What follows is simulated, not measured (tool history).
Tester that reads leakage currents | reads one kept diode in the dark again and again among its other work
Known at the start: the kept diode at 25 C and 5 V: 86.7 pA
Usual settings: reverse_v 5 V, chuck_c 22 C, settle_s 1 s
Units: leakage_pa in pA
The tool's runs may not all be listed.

{"run": 1, "day": 0.0, "reverse_v": 5, "chuck_c": 22, "settle_s": 1, "leakage_pa": 72.29}
{"run": 2, "day": 1.521, "reverse_v": 5, "chuck_c": 22, "settle_s": 0.46, "leakage_pa": 74.98}
{"run": 3, "day": 2.696, "reverse_v": 5, "chuck_c": 22, "settle_s": 0.46, "leakage_pa": 75.47}
{"run": 4, "day": 4.596, "reverse_v": 5, "chuck_c": 22, "settle_s": 0.46, "leakage_pa": 75.22}
{"run": 5, "day": 6.908, "reverse_v": 5, "chuck_c": 22, "settle_s": 1, "leakage_pa": 72.95}
{"run": 6, "day": 9.212, "reverse_v": 5, "chuck_c": 22, "settle_s": 1, "leakage_pa": 72.34}
{"run": 7, "day": 10.838, "reverse_v": 5, "chuck_c": 36, "settle_s": 1, "leakage_pa": 225.94}
{"run": 8, "day": 13.033, "reverse_v": 5, "chuck_c": 32, "settle_s": 1, "leakage_pa": 166.24}
{"run": 9, "day": 15.133, "reverse_v": 5, "chuck_c": 32, "settle_s": 1, "leakage_pa": 166.18}
{"run": 10, "day": 16.721, "reverse_v": 4.41, "chuck_c": 32, "settle_s": 1, "leakage_pa": 158.62}
{"run": 11, "day": 18.638, "reverse_v": 4.41, "chuck_c": 32, "settle_s": 1, "leakage_pa": 159.09}
{"run": 12, "day": 20.921, "reverse_v": 4.41, "chuck_c": 32, "settle_s": 1, "leakage_pa": 159.44}
{"run": 13, "day": 22.438, "reverse_v": 4.41, "chuck_c": 32, "settle_s": 1, "leakage_pa": 159.82}
{"run": 14, "day": 24.621, "reverse_v": 5, "chuck_c": 22, "settle_s": 1, "leakage_pa": 73.94}
{"run": 15, "day": 26.892, "reverse_v": 5, "chuck_c": 22, "settle_s": 1, "leakage_pa": 73.74}
{"run": 16, "day": 28.467, "reverse_v": 5, "chuck_c": 22, "settle_s": 1, "leakage_pa": 73.73}
{"run": 17, "day": 29.858, "reverse_v": 5, "chuck_c": 22, "settle_s": 1, "leakage_pa": 74.08}
{"run": 18, "day": 31.475, "reverse_v": 5, "chuck_c": 22, "settle_s": 1, "leakage_pa": 74}
{"run": 19, "day": 33.583, "reverse_v": 5, "chuck_c": 22, "settle_s": 1, "leakage_pa": 73.99}
{"run": 20, "day": 35.033, "reverse_v": 5, "chuck_c": 22, "settle_s": 1, "leakage_pa": 74.35}
{"run": 21, "day": 36.954, "reverse_v": 1.11, "chuck_c": 54, "settle_s": 8.93, "leakage_pa": 549.43}
{"run": 22, "day": 38.688, "reverse_v": 2.15, "chuck_c": 38, "settle_s": 1.54, "leakage_pa": 202.44}
{"run": 23, "day": 39.875, "reverse_v": 2.15, "chuck_c": 38, "settle_s": 1.54, "leakage_pa": 202.89}
{"run": 24, "day": 41.358, "reverse_v": 10.56, "chuck_c": 38, "settle_s": 1.54, "leakage_pa": 345.84}
{"run": 25, "day": 42.475, "reverse_v": 10.56, "chuck_c": 38, "settle_s": 1.54, "leakage_pa": 346.4}
{"run": 26, "day": 44.738, "reverse_v": 3.78, "chuck_c": 24, "settle_s": 1.54, "leakage_pa": 79.51}
{"run": 27, "day": 47.029, "reverse_v": 3.78, "chuck_c": 24, "settle_s": 1.54, "leakage_pa": 79.26}
{"run": 28, "day": 48.896, "reverse_v": 2.99, "chuck_c": 43, "settle_s": 1.13, "leakage_pa": 337.42}
{"run": 29, "day": 50.538, "reverse_v": 2.49, "chuck_c": 43, "settle_s": 0.85, "leakage_pa": 316.6}
{"run": 30, "day": 51.733, "reverse_v": 13.83, "chuck_c": 43, "settle_s": 4.44, "leakage_pa": 554.07}
{"run": 31, "day": 53.183, "reverse_v": 1.84, "chuck_c": 22, "settle_s": 1, "leakage_pa": 52.9}
{"run": 32, "day": 54.625, "reverse_v": 4.68, "chuck_c": 46, "settle_s": 3.01, "leakage_pa": 486.69}
{"run": 33, "day": 55.612, "reverse_v": 4.68, "chuck_c": 46, "settle_s": 3.01, "leakage_pa": 488.32}
{"run": 34, "day": 57.033, "reverse_v": 4.68, "chuck_c": 46, "settle_s": 3.01, "leakage_pa": 488.23}
{"run": 35, "day": 58.821, "reverse_v": 5.35, "chuck_c": 37, "settle_s": 3.01, "leakage_pa": 255.39}
{"run": 36, "day": 60.429, "reverse_v": 1.41, "chuck_c": 30, "settle_s": 1.59, "leakage_pa": 93.87}
{"run": 37, "day": 62.038, "reverse_v": 1.74, "chuck_c": 43, "settle_s": 4.22, "leakage_pa": 283.2}
{"run": 38, "day": 63.675, "reverse_v": 1.74, "chuck_c": 22, "settle_s": 4.22, "leakage_pa": 51.24}
{"run": 39, "day": 65.171, "reverse_v": 2.13, "chuck_c": 31, "settle_s": 2.9, "leakage_pa": 117.59}

Forecast each of these 5 alternatives for the next run:
{"run": "A", "day": 66.262, "reverse_v": 17.42, "chuck_c": 31, "settle_s": 2.9, "leakage_pa": "?"}
{"run": "B", "day": 66.262, "reverse_v": 5, "chuck_c": 22, "settle_s": 0.75, "leakage_pa": "?"}
{"run": "C", "day": 66.262, "reverse_v": 2.22, "chuck_c": 22, "settle_s": 0.38, "leakage_pa": "?"}
{"run": "D", "day": 66.262, "reverse_v": 2.13, "chuck_c": 31, "settle_s": 1.18, "leakage_pa": "?"}
{"run": "E", "day": 66.262, "reverse_v": 5, "chuck_c": 22, "settle_s": 0.61, "leakage_pa": "?"}

run=A leakage_pa=240.24
run=B leakage_pa=76.27
run=C leakage_pa=57.99
run=D leakage_pa=118.02
run=E leakage_pa=77.42
Without the tool's hidden state the same runs would have given:
run=A leakage_pa=216.85
run=B leakage_pa=69.12
run=C leakage_pa=53.67
run=D leakage_pa=111
run=E leakage_pa=70.21
